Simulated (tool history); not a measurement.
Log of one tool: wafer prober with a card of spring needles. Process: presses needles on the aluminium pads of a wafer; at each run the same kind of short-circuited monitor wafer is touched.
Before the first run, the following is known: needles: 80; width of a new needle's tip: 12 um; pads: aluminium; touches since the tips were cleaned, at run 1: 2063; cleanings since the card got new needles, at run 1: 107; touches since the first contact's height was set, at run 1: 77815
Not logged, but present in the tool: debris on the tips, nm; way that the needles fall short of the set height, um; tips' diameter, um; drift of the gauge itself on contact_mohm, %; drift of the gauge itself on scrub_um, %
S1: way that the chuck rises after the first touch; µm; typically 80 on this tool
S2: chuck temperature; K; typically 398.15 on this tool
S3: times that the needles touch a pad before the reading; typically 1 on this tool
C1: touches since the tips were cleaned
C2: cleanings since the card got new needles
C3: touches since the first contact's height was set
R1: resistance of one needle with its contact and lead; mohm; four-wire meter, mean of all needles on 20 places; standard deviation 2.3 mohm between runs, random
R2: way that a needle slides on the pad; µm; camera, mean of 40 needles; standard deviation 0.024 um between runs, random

run	hour	S1	S2	S3	C1	C2	C3	R1	R2
1	0.0	80	398.15	1	2063	107	77815	265	21.70
# hour 6.6: tips cleaned on abrasive film
# hour 6.9: height of the first contact set anew
# hour 18.8: tips cleaned on abrasive film
2	19.3	80	398.15	1	280	109	6860	261	21.88
# hour 29.0: tips cleaned on abrasive film
# hour 40.2: tips cleaned on abrasive film
3	47.8	80	398.15	1	4245	111	22687	274	21.85
# hour 52.1: tips cleaned on abrasive film
# hour 62.5: tips cleaned on abrasive film
4	71.3	80	398.15	1	4936	113	35721	274	21.80
# hour 72.9: tips cleaned on abrasive film
# hour 82.7: tips cleaned on abrasive film
# hour 93.2: tips cleaned on abrasive film
5	99.9	80	398.15	1	3768	116	51555	275	21.74
# hour 104.9: tips cleaned on abrasive film
# hour 116.0: tips cleaned on abrasive film
# hour 126.8: tips cleaned on abrasive film
6	127.6	80	398.15	1	455	119	66851	259	21.68
# hour 138.6: tips cleaned on abrasive film
# hour 150.1: tips cleaned on abrasive film
# hour 152.5: height of the first contact set anew
7	155.4	80	398.15	1	2793	121	1599	270	21.91
# hour 162.0: tips cleaned on abrasive film
# hour 174.1: tips cleaned on abrasive film
8	178.1	80	398.15	1	2234	123	14218	271	21.83
# hour 185.7: tips cleaned on abrasive film
# hour 197.6: tips cleaned on abrasive film
9	201.1	80	398.15	1	2009	125	26973	265	21.83
# hour 208.5: tips cleaned on abrasive film
# hour 218.4: tips cleaned on abrasive film
10	218.4	80	398.15	1	0	127	36492	261	21.79
# hour 230.0: tips cleaned on abrasive film
# hour 239.9: tips cleaned on abrasive film
11	245.7	80	398.15	1	3266	129	51661	272	21.77
# hour 249.8: tips cleaned on abrasive film
# hour 260.9: tips cleaned on abrasive film
12	270.4	86	398.15	1	5312	131	65380	272	23.35
# hour 272.9: tips cleaned on abrasive film
# hour 285.0: tips cleaned on abrasive film
13	291.9	86	398.15	1	3907	133	77303	272	23.30
# hour 296.0: tips cleaned on abrasive film
# hour 297.7: height of the first contact set anew
# hour 307.1: tips cleaned on abrasive film
14	311.0	80	398.15	1	2186	135	7374	268	21.88
# hour 317.4: tips cleaned on abrasive film
# hour 328.9: tips cleaned on abrasive film
15	328.9	70	370.15	1	0	137	17293	253	19.11
# hour 340.0: tips cleaned on abrasive film
# hour 352.0: tips cleaned on abrasive film
# hour 362.0: tips cleaned on abrasive film
16	362.0	77	310.15	2	0	140	35604	238	20.98
# hour 372.1: tips cleaned on abrasive film
17	376.9	94	337.15	1	2694	141	43889	253	25.64
# hour 383.8: tips cleaned on abrasive film
# hour 394.9: tips cleaned on abrasive film
18	396.2	94	317.15	1	704	143	54560	242	25.54
# hour 404.8: tips cleaned on abrasive film
# hour 415.6: tips cleaned on abrasive film
19	420.9	98	398.15	1	2982	145	68287	266	26.63
# hour 425.9: tips cleaned on abrasive film
# hour 435.7: tips cleaned on abrasive film
# hour 444.1: height of the first contact set anew
# hour 446.5: tips cleaned on abrasive film
20	454.5	98	398.15	1	4515	148	5784	268	26.77
# hour 457.1: tips cleaned on abrasive film
# hour 468.1: tips cleaned on abrasive film
21	472.6	86	398.15	2	2473	150	15761	260	23.50
# hour 479.0: tips cleaned on abrasive film
# hour 489.2: tips cleaned on abrasive film
# hour 500.9: tips cleaned on abrasive film
22	501.3	86	398.15	1	229	153	31678	259	23.48
# hour 510.7: tips cleaned on abrasive film
23	516.7	86	398.15	1	3354	154	40235	268	23.39
# hour 521.1: tips cleaned on abrasive film
# hour 532.7: tips cleaned on abrasive film
24	536.4	80	331.15	1	2090	156	51133	247	21.71
# hour 544.3: tips cleaned on abrasive film
# hour 556.1: tips cleaned on abrasive film
25	559.1	65	325.15	1	1688	158	63726	254	17.61
# hour 567.5: tips cleaned on abrasive film
# hour 577.9: tips cleaned on abrasive film
26	577.9	65	312.15	3	0	160	74121	237	17.56
# hour 589.3: tips cleaned on abrasive film
# hour 589.6: height of the first contact set anew
27	594.3	65	312.15	1	2638	161	2638	250	17.78

Consider 4 possible next runs. They are alternatives, not a sequence: every one starts from the tool as it was left by run 27. What does each give?
# hour 601.5: tips cleaned on abrasive film
# hour 611.3: tips cleaned on abrasive film
# hour 621.9: tips cleaned on abrasive film
A	622.4	65	312.15	3	300	164	18190	?	?
# hour 601.5: tips cleaned on abrasive film
# hour 611.3: tips cleaned on abrasive film
# hour 621.9: tips cleaned on abrasive film
B	622.4	72	322.15	2	300	164	18190	?	?
# hour 601.5: tips cleaned on abrasive film
# hour 611.3: tips cleaned on abrasive film
# hour 621.9: tips cleaned on abrasive film
C	622.4	72	304.15	3	300	164	18190	?	?
# hour 601.5: tips cleaned on abrasive film
# hour 611.3: tips cleaned on abrasive film
# hour 621.9: tips cleaned on abrasive film
D	622.4	80	304.15	2	300	164	18190	?	?

run	R1	R2
A	239	17.77
B	240	19.66
C	239	19.67
D	235	21.89
The same runs, with their run-to-run variation unchanged, on a tool lacking any hidden condition would have given:
run	R1	R2
A	237	17.82
B	238	19.71
C	238	19.72
D	234	21.94

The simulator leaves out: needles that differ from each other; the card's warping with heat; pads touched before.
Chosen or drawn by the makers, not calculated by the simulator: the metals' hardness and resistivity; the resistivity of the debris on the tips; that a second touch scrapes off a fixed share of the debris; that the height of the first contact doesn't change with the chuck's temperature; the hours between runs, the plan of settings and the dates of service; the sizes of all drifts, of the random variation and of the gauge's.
